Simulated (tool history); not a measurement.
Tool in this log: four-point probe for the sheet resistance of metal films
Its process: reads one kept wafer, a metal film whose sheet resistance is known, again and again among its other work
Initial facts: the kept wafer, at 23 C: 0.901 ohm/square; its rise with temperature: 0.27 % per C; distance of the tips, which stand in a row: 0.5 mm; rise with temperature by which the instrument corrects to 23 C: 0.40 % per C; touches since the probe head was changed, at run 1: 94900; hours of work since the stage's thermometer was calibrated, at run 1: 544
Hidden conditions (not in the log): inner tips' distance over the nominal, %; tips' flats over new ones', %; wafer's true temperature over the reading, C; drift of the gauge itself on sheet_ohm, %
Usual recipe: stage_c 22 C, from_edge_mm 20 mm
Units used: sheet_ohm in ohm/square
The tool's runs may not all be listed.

| run | hour | stage_c | from_edge_mm | touches since the probe head was changed | hours of work since the stage's thermometer was calibrated | sheet_ohm |
|---|---|---|---|---|---|---|
| 1 | 0.0 | 22 | 20 | 94900 | 544 | 0.902468 |
| 2 | 41.7 | 22 | 15 | 97372 | 577 | 0.902720 |
| 3 | 78.1 | 22 | 25 | 99524 | 606 | 0.902475 |
| 4 | 108.9 | 22 | 25 | 101352 | 630 | 0.902618 |
| 5 | 150.9 | 22 | 25 | 103838 | 664 | 0.901991 |
| 6 | 186.2 | 22 | 20 | 105929 | 692 | 0.902549 |
| 7 | 229.4 | 22 | 20 | 108487 | 726 | 0.902299 |
| 8 | 260.0 | 22 | 20 | 110299 | 750 | 0.902580 |
| 9 | 317.9 | 29 | 20 | 113728 | 796 | 0.894831 |
| 10 | 342.1 | 29 | 20 | 115161 | 815 | 0.895070 |
| 11 | 384.4 | 22 | 38 | 117664 | 849 | 0.902101 |
| 12 | 432.1 | 22 | 38 | 120491 | 887 | 0.902111 |
| 13 | 484.8 | 29 | 5 | 123611 | 928 | 0.899180 |
| 14 | 513.9 | 21 | 20 | 125332 | 951 | 0.903794 |
|  | 530.8 | new probe head fitted |
| 15 | 556.3 | 20 | 45 | 1510 | 984 | 0.904099 |
| 16 | 581.5 | 22 | 8 | 3004 | 1004 | 0.903875 |
| 17 | 634.9 | 24 | 12 | 6162 | 1046 | 0.900449 |
| 18 | 680.2 | 24 | 12 | 8846 | 1082 | 0.900702 |
| 19 | 738.2 | 24 | 51 | 12284 | 1128 | 0.899832 |
| 20 | 763.0 | 24 | 8 | 13750 | 1148 | 0.901631 |
| 21 | 803.5 | 21 | 12 | 16150 | 1180 | 0.903767 |
| 22 | 854.5 | 21 | 20 | 19169 | 1220 | 0.903736 |
| 23 | 895.8 | 26 | 4 | 21617 | 1253 | 0.905010 |

Take each entry between the runs: how does the hidden state at the last listed run before it differ from the hidden state at the first listed run after it?
In the gap between runs 14 and 15: new probe head fitted (hour 530.8)
  inner tips' distance over the nominal, %: 0.015 -> 0; tips' flats over new ones', %: 1 -> 0
